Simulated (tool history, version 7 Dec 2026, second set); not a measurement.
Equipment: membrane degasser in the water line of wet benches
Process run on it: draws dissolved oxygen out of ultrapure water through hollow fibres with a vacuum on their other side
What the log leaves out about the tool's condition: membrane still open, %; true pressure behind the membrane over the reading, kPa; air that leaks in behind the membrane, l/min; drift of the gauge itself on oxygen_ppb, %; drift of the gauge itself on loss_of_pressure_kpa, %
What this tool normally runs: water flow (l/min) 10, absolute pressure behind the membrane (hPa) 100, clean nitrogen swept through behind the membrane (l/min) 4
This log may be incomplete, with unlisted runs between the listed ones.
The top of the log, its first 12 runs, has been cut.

run,hour,water flow (l/min),absolute pressure behind the membrane (hPa),clean nitrogen swept through behind the membrane (l/min),hours since the membrane was changed,hours since the vacuum gauge was calibrated,hours since the vacuum lines were made tight,dissolved oxygen in the water behind the degasser (ppb),pressure that the water loses in the fibres (hPa)
13,1500.3,10,137,4,9561,235,4327,138.1,553.1
14,1691.6,10,137,4,9753,426,4519,138.5,550.1
15,1867.3,10,137,4,9929,602,4695,142,551.4
16,2000.4,10,137,4,10062,735,4828,142.2,551.7
17,2151.2,10,137,4,10212,886,4978,139.8,554
18,2265.7,10,137,4,10327,1001,5093,139.5,557
19,2432.6,7,131,4,10494,1167,5260,84.5,392.8
20,2634,7,131,4,10695,1369,5461,84.7,389.5
21,2766.1,6,72,6.91,10827,1501,5593,39.9,334
22,2937.2,16,100,2.04,10998,1672,5764,281.7,888.5
23,3110.1,16,100,2.04,11171,1845,5937,273.8,891.9
24,3222.6,16,100,2.04,11284,1957,6050,281.9,889.6
25,3354.2,16,100,2.04,11415,2089,6181,280.4,893.2
26,3501.3,12,100,3.28,11563,2236,6329,166.3,665
27,3616.2,12,100,3.28,11677,2351,6443,165.8,666.2
28,3702.5,8,100,3.28,11764,2437,6530,94,449.1
29,3825.7,8,100,3.28,11887,2560,6653,95,447.4
30,4024.8,8,100,3.28,12086,2760,6852,94.1,449.8
31,4169,8,100,3.28,12230,2904,6996,93,446.6
32,4295,16,100,3.28,12356,3030,7122,234.9,892.1
33,4457,8,225,2.96,12518,3192,7284,188.9,447.5

Forecast each of these 3 alternatives for the next run:
A,4545.2,12,100,4,12606,3280,7372,?,?
B,4545.2,6,72,2.96,12606,3280,7372,?,?
C,4545.2,8,176,5.98,12606,3280,7372,?,?

run,dissolved oxygen in the water behind the degasser (ppb),pressure that the water loses in the fibres (hPa)
A,152,668.9
B,51.3,336.4
C,101.9,444.2
Stripped of hidden state, with their random variation kept, the same runs would have yielded:
run,dissolved oxygen in the water behind the degasser (ppb),pressure that the water loses in the fibres (hPa)
A,132.1,640.1
B,43.1,322
C,89.2,424.9
